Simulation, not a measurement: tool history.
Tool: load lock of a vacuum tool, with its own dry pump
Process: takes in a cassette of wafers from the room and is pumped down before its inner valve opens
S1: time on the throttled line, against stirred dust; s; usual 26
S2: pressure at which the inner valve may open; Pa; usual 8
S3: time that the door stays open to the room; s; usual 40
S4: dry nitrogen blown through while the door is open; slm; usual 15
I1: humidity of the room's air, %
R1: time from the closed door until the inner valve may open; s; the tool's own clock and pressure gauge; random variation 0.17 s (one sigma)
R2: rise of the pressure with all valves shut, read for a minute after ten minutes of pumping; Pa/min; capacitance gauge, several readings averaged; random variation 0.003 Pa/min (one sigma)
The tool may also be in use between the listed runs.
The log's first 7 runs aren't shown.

Run 8, hour 1317.4: usual settings but S2 9 Pa, S4 30 slm; I1 45. Result: R1 37.4 s, R2 0.116 Pa/min.
Run 9, hour 1465.5: usual settings but S2 9 Pa, S4 18 slm; I1 43.6. Result: R1 36.9 s, R2 0.129 Pa/min.
Run 10, hour 1602.2: usual settings but S2 9 Pa, S4 18 slm; I1 44.6. Result: R1 37.4 s, R2 0.128 Pa/min.
Run 11, hour 1826.4: usual settings but S2 9 Pa, S4 18 slm; I1 43.7. Result: R1 37.3 s, R2 0.129 Pa/min.
Run 12, hour 2018.9: usual settings but S2 13 Pa; I1 45.4. Result: R1 36.8 s, R2 0.137 Pa/min.
Run 13, hour 2212.8: usual settings but S4 8 slm; I1 40. Result: R1 37.1 s, R2 0.135 Pa/min.
Run 14, hour 2389.6: usual settings; I1 42.3. Result: R1 37.4 s, R2 0.139 Pa/min.
Run 15, hour 2508.2: usual settings but S2 9 Pa; I1 43. Result: R1 37.1 s, R2 0.134 Pa/min.
Run 16, hour 2668.3: usual settings but S2 9 Pa; I1 45.1. Result: R1 37.2 s, R2 0.142 Pa/min.
Run 17, hour 2826.3: usual settings but S2 9 Pa; I1 45.2. Result: R1 37.1 s, R2 0.143 Pa/min.
Run 18, hour 3032.6: usual settings but S2 9 Pa; I1 43.6. Result: R1 37.2 s, R2 0.142 Pa/min.
Run 19, hour 3238.8: usual settings but S1 47 s, S2 11 Pa; I1 47. Result: R1 56 s, R2 0.155 Pa/min.
Run 20, hour 3477.5: usual settings but S1 41 s, S2 11 Pa, S3 224 s; I1 44.1. Result: R1 50.4 s, R2 0.22 Pa/min.
Run 21, hour 3674.9: usual settings but S1 41 s, S2 11 Pa, S3 224 s; I1 41. Result: R1 50.4 s, R2 0.222 Pa/min.
Run 22, hour 3860.2: usual settings but S1 16 s, S3 179 s; I1 44.5. Result: R1 28.4 s, R2 0.211 Pa/min.
Run 23, hour 4047.2: usual settings but S1 20 s, S3 52 s; I1 42.4. Result: R1 31.9 s, R2 0.165 Pa/min.
Run 24, hour 4195.4: usual settings but S1 20 s, S2 6 Pa, S3 52 s; I1 45.1. Result: R1 32.5 s, R2 0.172 Pa/min.
Run 25, hour 4337.7: usual settings but S1 20 s, S2 6 Pa, S3 52 s; I1 43.8. Result: R1 32.6 s, R2 0.169 Pa/min.

The next listed run, before its measurement:
Run 26, hour 4462: usual settings but S1 32 s, S3 106 s, S4 43 slm; I1 45.3. Result: R1 ?, R2 ?.

R1: 42.7 s
R2: 0.173 Pa/min
Without the tool's hidden state the same run would have given R1 42.1 s, R2 0.052 Pa/min.

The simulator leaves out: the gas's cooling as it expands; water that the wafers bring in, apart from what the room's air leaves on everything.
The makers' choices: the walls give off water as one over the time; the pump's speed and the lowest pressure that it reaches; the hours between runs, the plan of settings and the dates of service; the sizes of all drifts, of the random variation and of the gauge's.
